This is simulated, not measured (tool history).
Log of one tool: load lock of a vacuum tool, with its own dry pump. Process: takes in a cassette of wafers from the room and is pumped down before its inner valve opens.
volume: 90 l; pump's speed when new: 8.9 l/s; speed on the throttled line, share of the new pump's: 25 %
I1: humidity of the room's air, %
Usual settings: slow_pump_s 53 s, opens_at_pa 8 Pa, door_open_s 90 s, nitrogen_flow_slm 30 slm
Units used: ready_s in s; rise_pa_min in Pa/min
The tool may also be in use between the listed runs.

run 1 hour=0 | slow_pump_s=53 opens_at_pa=8 door_open_s=90 nitrogen_flow_slm=30 | I1=46.7 | ready_s=139.4 rise_pa_min=0.131
run 2 hour=298.1 | slow_pump_s=53 opens_at_pa=8 door_open_s=90 nitrogen_flow_slm=30 | I1=43.1 | ready_s=139.7 rise_pa_min=0.138
run 3 hour=543.2 | slow_pump_s=40 opens_at_pa=8 door_open_s=90 nitrogen_flow_slm=30 | I1=45.6 | ready_s=131.4 rise_pa_min=0.147
run 4 hour=748.7 | slow_pump_s=40 opens_at_pa=8 door_open_s=90 nitrogen_flow_slm=30 | I1=48.1 | ready_s=129.9 rise_pa_min=0.158
run 5 hour=1006.7 | slow_pump_s=53 opens_at_pa=8 door_open_s=76 nitrogen_flow_slm=30 | I1=47.8 | ready_s=139.3 rise_pa_min=0.159
run 6 hour=1257.8 | slow_pump_s=53 opens_at_pa=8 door_open_s=90 nitrogen_flow_slm=30 | I1=40.4 | ready_s=140.4 rise_pa_min=0.173
run 7 hour=1511.3 | slow_pump_s=99 opens_at_pa=8 door_open_s=90 nitrogen_flow_slm=30 | I1=47.7 | ready_s=173.9 rise_pa_min=0.178
run 8 hour=1748.1 | slow_pump_s=99 opens_at_pa=8 door_open_s=90 nitrogen_flow_slm=30 | I1=44 | ready_s=175.8 rise_pa_min=0.182
run 9 hour=1900 | slow_pump_s=99 opens_at_pa=8 door_open_s=90 nitrogen_flow_slm=30 | I1=45.2 | ready_s=172.3 rise_pa_min=0.193
run 10 hour=2173.9 | slow_pump_s=99 opens_at_pa=8 door_open_s=90 nitrogen_flow_slm=30 | I1=43.5 | ready_s=174.2 rise_pa_min=0.199
run 11 hour=2472.3 | slow_pump_s=99 opens_at_pa=8 door_open_s=90 nitrogen_flow_slm=30 | I1=43.8 | ready_s=173.4 rise_pa_min=0.214
run 12 hour=2615.5 | slow_pump_s=53 opens_at_pa=8 door_open_s=43 nitrogen_flow_slm=30 | I1=47.6 | ready_s=141 rise_pa_min=0.222
run 13 hour=2927.4 | slow_pump_s=53 opens_at_pa=8 door_open_s=90 nitrogen_flow_slm=30 | I1=45 | ready_s=141.5 rise_pa_min=0.238
run 14 hour=3098.6 | slow_pump_s=103 opens_at_pa=8 door_open_s=90 nitrogen_flow_slm=30 | I1=46 | ready_s=178.4 rise_pa_min=0.244
run 15 hour=3353.8 | slow_pump_s=103 opens_at_pa=8 door_open_s=90 nitrogen_flow_slm=30 | I1=43.4 | ready_s=179.9 rise_pa_min=0.257
run 16 hour=3535.9 | slow_pump_s=103 opens_at_pa=8 door_open_s=90 nitrogen_flow_slm=30 | I1=45.9 | ready_s=178.9 rise_pa_min=0.257
run 17 hour=3687.9 | slow_pump_s=103 opens_at_pa=8 door_open_s=90 nitrogen_flow_slm=30 | I1=43.7 | ready_s=178.3 rise_pa_min=0.259
run 18 hour=3845.1 | slow_pump_s=85 opens_at_pa=11 door_open_s=39 nitrogen_flow_slm=35 | I1=49.6 | ready_s=162.1 rise_pa_min=0.259
run 19 hour=3978.6 | slow_pump_s=53 opens_at_pa=8 door_open_s=90 nitrogen_flow_slm=30 | I1=46.5 | ready_s=141.5 rise_pa_min=0.281
run 20 hour=4149.8 | slow_pump_s=53 opens_at_pa=8 door_open_s=90 nitrogen_flow_slm=30 | I1=40.2 | ready_s=143.2 rise_pa_min=0.279
run 21 hour=4435 | slow_pump_s=53 opens_at_pa=7 door_open_s=90 nitrogen_flow_slm=5 | I1=42.5 | ready_s=143.8 rise_pa_min=0.305
run 22 hour=4638.9 | slow_pump_s=53 opens_at_pa=8 door_open_s=77 nitrogen_flow_slm=4 | I1=44.4 | ready_s=141.7 rise_pa_min=0.321
run 23 hour=4786.4 | slow_pump_s=53 opens_at_pa=8 door_open_s=77 nitrogen_flow_slm=4 | I1=44.8 | ready_s=142.9 rise_pa_min=0.326
run 24 hour=4947.6 | slow_pump_s=77 opens_at_pa=8 door_open_s=56 nitrogen_flow_slm=4 | I1=44.9 | ready_s=159.4 rise_pa_min=0.321
run 25 hour=5237.5 | slow_pump_s=77 opens_at_pa=8 door_open_s=56 nitrogen_flow_slm=4 | I1=46.2 | ready_s=162.2 rise_pa_min=0.331
run 26 hour=5447.3 | slow_pump_s=77 opens_at_pa=8 door_open_s=56 nitrogen_flow_slm=8 | I1=46.4 | ready_s=160.3 rise_pa_min=0.34
run 27 hour=5605.1 | slow_pump_s=77 opens_at_pa=8 door_open_s=29 nitrogen_flow_slm=8 | I1=47.6 | ready_s=161.9 rise_pa_min=0.349
run 28 hour=5865.5 | slow_pump_s=53 opens_at_pa=8 door_open_s=176 nitrogen_flow_slm=30 | I1=43.7 | ready_s=143.1 rise_pa_min=0.366
run 29 hour=6168.8 | slow_pump_s=53 opens_at_pa=8 door_open_s=90 nitrogen_flow_slm=25 | I1=46.4 | ready_s=143.9 rise_pa_min=0.36
run 30 hour=6441.9 | slow_pump_s=53 opens_at_pa=8 door_open_s=113 nitrogen_flow_slm=30 | I1=46.1 | ready_s=144.6 rise_pa_min=0.383
run 31 hour=6665.7 | slow_pump_s=56 opens_at_pa=8 door_open_s=225 nitrogen_flow_slm=30 | I1=44.7 | ready_s=145.7 rise_pa_min=0.407
run 32 hour=6807.8 | slow_pump_s=53 opens_at_pa=8 door_open_s=90 nitrogen_flow_slm=15 | I1=46 | ready_s=145 rise_pa_min=0.408
run 33 hour=6977 | slow_pump_s=53 opens_at_pa=8 door_open_s=90 nitrogen_flow_slm=15 | I1=43.4 | ready_s=144.1 rise_pa_min=0.406

Some steps in ready_s, run to run, broken into two amounts with sign: the step expected even without the hidden condition (settings, incoming material, random variation), and the rest, left for the hidden condition together with whatever gauge scatter is not in both the measured and the hidden-condition-free result:
The tool's hidden condition here consists of: pump's speed, % of a new pump's; leak at the door's seal, Pa l/s; drift of the gauge itself on ready_s, %; drift of the gauge itself on rise_pa_min, %.
Run 6 -> 7: slow_pump_s 53 -> 99. ready_s +33.5 s: hidden state -0.6, all else +34.1.
Run 11 -> 12: slow_pump_s 99 -> 53, door_open_s 90 -> 43. ready_s -32.4 s: hidden state +1, all else -33.4.
Run 13 -> 14: slow_pump_s 53 -> 103. ready_s +36.9 s: hidden state -0.9, all else +37.8.
Run 18 -> 19: slow_pump_s 85 -> 53, opens_at_pa 11 -> 8, door_open_s 39 -> 90, nitrogen_flow_slm 35 -> 30. ready_s -20.6 s: hidden state +1.1, all else -21.7.
